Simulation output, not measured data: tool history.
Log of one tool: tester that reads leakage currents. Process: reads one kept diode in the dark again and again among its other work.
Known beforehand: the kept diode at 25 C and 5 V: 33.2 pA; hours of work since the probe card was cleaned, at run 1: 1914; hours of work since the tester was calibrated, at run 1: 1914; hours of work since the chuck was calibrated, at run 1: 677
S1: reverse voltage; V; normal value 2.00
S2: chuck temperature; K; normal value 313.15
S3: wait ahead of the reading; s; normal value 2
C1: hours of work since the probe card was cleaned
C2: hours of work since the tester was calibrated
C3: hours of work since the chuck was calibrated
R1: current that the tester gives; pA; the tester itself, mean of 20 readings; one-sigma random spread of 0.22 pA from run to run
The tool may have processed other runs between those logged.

run	hour	S1	S2	S3	C1	C2	C3	R1
1	0.0	2.00	313.15	2	1914	1914	677	75.11
2	197.3	2.00	313.15	2	2058	2058	822	74.56
3	390.6	2.00	313.15	2	2199	2199	963	74.38
4	591.4	2.00	313.15	2	2346	2346	1110	74.16
# hour 626.2: probe card cleaned and baked
5	703.5	2.00	313.15	2	57	2426	1190	68.52
6	887.7	2.00	313.15	2	191	2561	1325	68.45
# hour 1081.1: chuck's temperature calibrated
7	1081.1	2.00	313.15	2	331	2701	0	74.96
8	1196.0	2.00	310.15	2	415	2785	84	59.92
9	1368.6	3.68	313.15	2	542	2911	210	97.96

Run 10, settings as shown, results not yet in. Your forecast:
10	1473.4	3.68	313.15	2	619	2988	287	?

R1: 98.00 pA
If the tool had no hidden condition, the same run with the same run-to-run variation would have returned R1 94.82 pA.
